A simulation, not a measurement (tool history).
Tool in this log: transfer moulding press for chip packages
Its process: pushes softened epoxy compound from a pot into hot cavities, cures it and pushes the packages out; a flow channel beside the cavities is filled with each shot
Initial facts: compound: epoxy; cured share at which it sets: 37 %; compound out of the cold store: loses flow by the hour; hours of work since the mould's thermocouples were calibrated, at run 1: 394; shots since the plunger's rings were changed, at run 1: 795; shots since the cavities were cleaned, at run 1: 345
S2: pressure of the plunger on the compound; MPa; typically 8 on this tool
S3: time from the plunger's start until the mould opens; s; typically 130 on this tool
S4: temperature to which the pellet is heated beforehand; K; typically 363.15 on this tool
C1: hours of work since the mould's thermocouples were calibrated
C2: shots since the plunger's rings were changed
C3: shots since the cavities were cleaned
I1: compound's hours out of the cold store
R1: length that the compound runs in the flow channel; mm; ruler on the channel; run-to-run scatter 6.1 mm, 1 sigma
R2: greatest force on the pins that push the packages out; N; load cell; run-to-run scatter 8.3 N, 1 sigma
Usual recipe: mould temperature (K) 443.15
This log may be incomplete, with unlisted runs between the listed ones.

run 1 hour=0 | mould_temperature_(K)=443.15 S2=8 S3=130 S4=363.15 | C1=394 C2=795 C3=345 | I1=28.4 | R1=659 R2=378
run 2 hour=12.6 | mould_temperature_(K)=440.15 S2=8 S3=130 S4=363.15 | C1=402 C2=898 C3=448 | I1=9.2 | R1=754 R2=438
run 3 hour=27.9 | mould_temperature_(K)=440.15 S2=8 S3=130 S4=363.15 | C1=411 C2=1022 C3=572 | I1=28.7 | R1=673 R2=444
-- hour=32.8 cavities cleaned with cleaning compound and waxed
run 4 hour=44.5 | mould_temperature_(K)=440.15 S2=8 S3=130 S4=363.15 | C1=420 C2=1144 C3=95 | I1=16.1 | R1=716 R2=435
run 5 hour=55.2 | mould_temperature_(K)=443.15 S2=8 S3=130 S4=363.15 | C1=426 C2=1231 C3=182 | I1=28.1 | R1=678 R2=370
run 6 hour=65.5 | mould_temperature_(K)=443.15 S2=8 S3=117 S4=363.15 | C1=432 C2=1314 C3=265 | I1=16 | R1=708 R2=431
run 7 hour=74.6 | mould_temperature_(K)=443.15 S2=8 S3=117 S4=363.15 | C1=438 C2=1388 C3=339 | I1=40.1 | R1=624 R2=410
run 8 hour=87.3 | mould_temperature_(K)=443.15 S2=8 S3=117 S4=363.15 | C1=445 C2=1491 C3=442 | I1=40 | R1=623 R2=402
run 9 hour=100.5 | mould_temperature_(K)=443.15 S2=8 S3=140 S4=363.15 | C1=453 C2=1598 C3=549 | I1=11.4 | R1=736 R2=323
-- hour=109.4 cavities cleaned with cleaning compound and waxed
run 10 hour=113.2 | mould_temperature_(K)=443.15 S2=8 S3=140 S4=363.15 | C1=460 C2=1689 C3=31 | I1=18.4 | R1=697 R2=335
run 11 hour=124.8 | mould_temperature_(K)=443.15 S2=8 S3=140 S4=363.15 | C1=467 C2=1783 C3=125 | I1=12.7 | R1=722 R2=345
run 12 hour=133.8 | mould_temperature_(K)=443.15 S2=8 S3=140 S4=363.15 | C1=472 C2=1856 C3=198 | I1=35.5 | R1=643 R2=321
run 13 hour=149.5 | mould_temperature_(K)=443.15 S2=8 S3=140 S4=363.15 | C1=481 C2=1983 C3=325 | I1=47.5 | R1=591 R2=311
run 14 hour=157.5 | mould_temperature_(K)=443.15 S2=7.54 S3=140 S4=363.15 | C1=486 C2=2048 C3=390 | I1=40.4 | R1=607 R2=333
run 15 hour=174.1 | mould_temperature_(K)=443.15 S2=8.91 S3=130 S4=365.15 | C1=496 C2=2182 C3=524 | I1=16.6 | R1=751 R2=363
-- hour=185.9 cavities cleaned with cleaning compound and waxed
run 16 hour=190.7 | mould_temperature_(K)=437.15 S2=8 S3=115 S4=363.15 | C1=505 C2=2305 C3=39 | I1=31.8 | R1=669 R2=635
run 17 hour=199.3 | mould_temperature_(K)=443.15 S2=8 S3=130 S4=363.15 | C1=510 C2=2375 C3=109 | I1=33.9 | R1=638 R2=355
run 18 hour=208.1 | mould_temperature_(K)=444.15 S2=8 S3=121 S4=363.15 | C1=515 C2=2446 C3=180 | I1=37.9 | R1=627 R2=373
run 19 hour=223 | mould_temperature_(K)=443.15 S2=8 S3=112 S4=354.15 | C1=524 C2=2567 C3=301 | I1=44.8 | R1=607 R2=445
run 20 hour=240.6 | mould_temperature_(K)=443.15 S2=8 S3=112 S4=354.15 | C1=535 C2=2709 C3=443 | I1=25 | R1=679 R2=486

Take each entry between the runs: how does the hidden state at the last listed run before it differ from the hidden state at the first listed run after it?
Runs 3 to 4: cavities cleaned with cleaning compound and waxed (hour 32.8)
  pressure that reaches the compound, % of what is set: 99.86 -> 99.84; grip of the stained cavities, % over clean ones': 1.7 -> 0.4
Runs 9 to 10: cavities cleaned with cleaning compound and waxed (hour 109.4)
  pressure that reaches the compound, % of what is set: 99.79 -> 99.78; grip of the stained cavities, % over clean ones': 1.6 -> 0.2
Runs 15 to 16: cavities cleaned with cleaning compound and waxed (hour 185.9)
  pressure that reaches the compound, % of what is set: 99.73 -> 99.71; grip of the stained cavities, % over clean ones': 1.6 -> 0.2
